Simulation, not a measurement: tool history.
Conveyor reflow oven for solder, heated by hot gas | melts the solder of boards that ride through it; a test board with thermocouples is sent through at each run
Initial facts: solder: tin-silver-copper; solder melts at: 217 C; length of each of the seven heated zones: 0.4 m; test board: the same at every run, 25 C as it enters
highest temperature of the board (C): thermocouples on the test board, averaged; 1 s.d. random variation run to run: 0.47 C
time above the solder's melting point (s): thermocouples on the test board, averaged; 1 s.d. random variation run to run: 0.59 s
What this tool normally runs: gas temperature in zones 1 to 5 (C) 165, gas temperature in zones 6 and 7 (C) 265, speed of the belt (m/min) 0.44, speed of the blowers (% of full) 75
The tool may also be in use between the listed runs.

run,hour,gas temperature in zones 1 to 5 (C),gas temperature in zones 6 and 7 (C),speed of the belt (m/min),speed of the blowers (% of full),highest temperature of the board (C),time above the solder's melting point (s)
1,0,165,265,0.44,75,247.3,71.9
2,5.3,165,265,0.44,75,248.6,72.3
3,10.2,165,265,0.44,75,247.6,72.3
4,16.4,165,265,0.44,75,248.3,71.6
5,24.7,165,265,0.44,75,247.5,72
6,34.9,165,265,0.44,76,248.8,73.2
7,41.1,165,265,0.44,58,241.6,62.1
8,50.1,164,265,0.44,58,241.3,60.6
9,59,165,265,0.44,75,246.6,71.4
10,63.7,165,265,0.44,75,248.1,70.9
11,71.4,165,265,0.44,75,247.3,71.2
12,81.9,165,258,0.44,75,241.5,63.9
13,87.1,165,258,0.44,75,241.2,62.9
14,92.7,165,265,0.44,75,247.2,71.2
15,100.4,165,265,0.44,75,247.2,70.8
16,105.9,165,265,0.44,75,246.9,70.8
17,114.8,168,265,0.44,70,245.1,70.7

Forecast run 18:
18,123.9,168,265,0.44,70,?,?

{"run 18": {"highest temperature of the board (C)": 246, "time above the solder's melting point (s)": 70.6}}
Were there no unlogged condition in the tool, this run, its random variation unchanged, would have produced highest temperature of the board (C) 249.6, time above the solder's melting point (s) 76.
